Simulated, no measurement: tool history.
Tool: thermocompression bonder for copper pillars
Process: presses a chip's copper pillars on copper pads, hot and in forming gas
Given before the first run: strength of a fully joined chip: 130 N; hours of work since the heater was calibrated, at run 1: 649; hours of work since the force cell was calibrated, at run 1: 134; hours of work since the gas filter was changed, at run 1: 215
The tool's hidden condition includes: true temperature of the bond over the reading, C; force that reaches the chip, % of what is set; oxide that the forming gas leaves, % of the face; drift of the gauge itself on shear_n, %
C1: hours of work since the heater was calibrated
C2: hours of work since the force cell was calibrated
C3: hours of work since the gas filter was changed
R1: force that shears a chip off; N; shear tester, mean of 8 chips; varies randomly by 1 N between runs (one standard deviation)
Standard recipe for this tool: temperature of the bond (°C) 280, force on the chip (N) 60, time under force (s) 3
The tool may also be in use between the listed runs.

Run 1, hour 0: usual settings; C1 649; C2 134; C3 215. Result: R1 89.5 N.
Run 2, hour 15.8: usual settings; C1 660; C2 145; C3 226. Result: R1 86.2 N.
Run 3, hour 40: usual settings but force on the chip (N) 88; C1 676; C2 162; C3 242. Result: R1 106.5 N.
Run 4, hour 59.3: usual settings; C1 690; C2 175; C3 256. Result: R1 87.2 N.
Run 5, hour 76.2: usual settings; C1 702; C2 187; C3 267. Result: R1 86 N.
Run 6, hour 90.6: usual settings but force on the chip (N) 53; C1 711; C2 197; C3 277. Result: R1 78.6 N.

Predict the results of run 7:
Run 7, hour 102.7: usual settings but force on the chip (N) 53; C1 720; C2 205; C3 286. Result: R1 ?.

Run 7 yielded R1 79.5 N.
The same run, on a tool lacking any hidden state, would have yielded R1 85.5 N.

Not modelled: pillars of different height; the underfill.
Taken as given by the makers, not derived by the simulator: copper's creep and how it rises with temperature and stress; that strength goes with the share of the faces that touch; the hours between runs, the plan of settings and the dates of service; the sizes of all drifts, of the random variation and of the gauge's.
